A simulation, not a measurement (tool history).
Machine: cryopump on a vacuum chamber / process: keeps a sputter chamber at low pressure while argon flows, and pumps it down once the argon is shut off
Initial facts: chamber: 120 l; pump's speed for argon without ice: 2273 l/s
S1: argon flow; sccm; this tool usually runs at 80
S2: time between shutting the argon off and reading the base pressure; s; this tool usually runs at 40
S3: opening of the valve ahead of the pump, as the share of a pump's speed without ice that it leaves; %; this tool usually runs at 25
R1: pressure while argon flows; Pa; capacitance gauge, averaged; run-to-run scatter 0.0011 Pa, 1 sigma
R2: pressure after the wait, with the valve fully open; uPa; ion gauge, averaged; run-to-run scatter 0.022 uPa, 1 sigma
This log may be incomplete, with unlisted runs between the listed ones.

| run | hour | S1 | S2 | S3 | R1 | R2 |
|---|---|---|---|---|---|---|
| 1 | 0 | 80 | 40 | 25 | 0.2447 | 1.66 |
| 2 | 30.8 | 39 | 40 | 25 | 0.1187 | 1.74 |
| 3 | 57.3 | 80 | 40 | 25 | 0.2452 | 1.72 |
| 4 | 77 | 111 | 40 | 25 | 0.338 | 1.69 |
| 5 | 95.1 | 111 | 40 | 25 | 0.3432 | 1.74 |
| 6 | 118.2 | 80 | 40 | 25 | 0.2444 | 1.79 |
| 7 | 154.2 | 80 | 40 | 25 | 0.2462 | 1.75 |
|  | 174.2 | leaking fittings of the chamber tightened, without venting |
| 8 | 188.9 | 38 | 77 | 35 | 0.0845 | 0.46 |
| 9 | 219.4 | 38 | 77 | 35 | 0.0846 | 0.48 |
| 10 | 251.5 | 68 | 132 | 55 | 0.0998 | 0.36 |
| 11 | 278.4 | 68 | 132 | 55 | 0.1009 | 0.37 |
| 12 | 305.5 | 138 | 40 | 29 | 0.371 | 0.72 |
| 13 | 342.4 | 138 | 211 | 23 | 0.4675 | 0.32 |

Branching from run 13: 5 alternative next runs. What would each branch give?
| A | 375.8 | 146 | 132 | 34 | ? | ? |
| B | 375.8 | 80 | 42 | 30 | ? | ? |
| C | 375.8 | 138 | 36 | 23 | ? | ? |
| D | 375.8 | 46 | 282 | 19 | ? | ? |
| E | 375.8 | 54 | 262 | 15 | ? | ? |

| run | R1 | R2 |
|---|---|---|
| A | 0.338 | 0.43 |
| B | 0.2087 | 0.79 |
| C | 0.4643 | 0.81 |
| D | 0.1854 | 0.29 |
| E | 0.2764 | 0.29 |
Without the tool's hidden state the same runs would have given:
| run | R1 | R2 |
|---|---|---|
| A | 0.3174 | 0.33 |
| B | 0.1973 | 0.69 |
| C | 0.4447 | 0.71 |
| D | 0.1789 | 0.19 |
| E | 0.2687 | 0.19 |
